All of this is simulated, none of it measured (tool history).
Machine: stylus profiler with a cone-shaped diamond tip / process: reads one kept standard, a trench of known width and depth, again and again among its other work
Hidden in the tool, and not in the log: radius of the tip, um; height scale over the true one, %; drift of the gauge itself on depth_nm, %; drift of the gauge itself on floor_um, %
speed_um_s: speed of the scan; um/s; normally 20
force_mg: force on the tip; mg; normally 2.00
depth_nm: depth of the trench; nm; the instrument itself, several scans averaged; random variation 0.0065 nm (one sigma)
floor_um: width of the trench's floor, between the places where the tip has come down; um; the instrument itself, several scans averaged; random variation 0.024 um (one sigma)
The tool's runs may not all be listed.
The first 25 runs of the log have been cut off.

run,day,speed_um_s,force_mg,scans with this tip,hours of work since the height scale was calibrated,depth_nm,floor_um
26,21.267,17,0.71,5121,1028,100.583,48.25
27,21.950,23,5.67,5174,1039,102.056,48.30
28,22.604,20,4.72,5225,1049,101.828,48.26
29,23.096,10,3.93,5264,1057,101.638,48.33
# day 23.746: height scale calibrated on a step standard
30,24.204,17,1.31,5348,7,100.785,48.25
31,25.262,17,1.31,5431,24,100.781,48.22
32,25.933,17,1.31,5484,34,100.778,48.19
33,26.996,7,0.83,5566,51,100.586,48.32
34,27.904,35,3.47,5637,65,101.471,48.20
35,28.438,35,3.47,5679,74,101.455,48.20
36,29.062,35,3.47,5728,83,101.466,48.23
37,30.171,6,4.76,5814,101,101.788,48.32
38,31.258,34,0.81,5899,118,100.594,48.03
39,32.312,9,4.28,5981,134,101.695,48.34
40,33.071,38,1.17,6041,146,100.731,48.06
41,33.712,38,1.17,6091,156,100.729,48.03
42,34.267,5,2.57,6134,165,101.217,48.34
43,34.771,5,2.57,6173,173,101.225,48.26
44,35.504,25,3.44,6231,184,101.470,48.22
45,36.404,25,3.44,6301,198,101.472,48.20
46,37.138,59,0.77,6358,210,100.581,47.83

Each row is a separate what-if for the run after 46, all from the same tool condition, not one after another. Results?
A,38.217,52,0.74,6442,227,?,?
B,38.217,10,0.92,6442,227,?,?
C,38.217,8,1.46,6442,227,?,?

run,depth_nm,floor_um
A,100.561,47.88
B,100.655,48.25
C,100.855,48.22
Had the tool no hidden state, the same runs would have come out as:
run,depth_nm,floor_um
A,100.496,48.16
B,100.590,48.53
C,100.790,48.49

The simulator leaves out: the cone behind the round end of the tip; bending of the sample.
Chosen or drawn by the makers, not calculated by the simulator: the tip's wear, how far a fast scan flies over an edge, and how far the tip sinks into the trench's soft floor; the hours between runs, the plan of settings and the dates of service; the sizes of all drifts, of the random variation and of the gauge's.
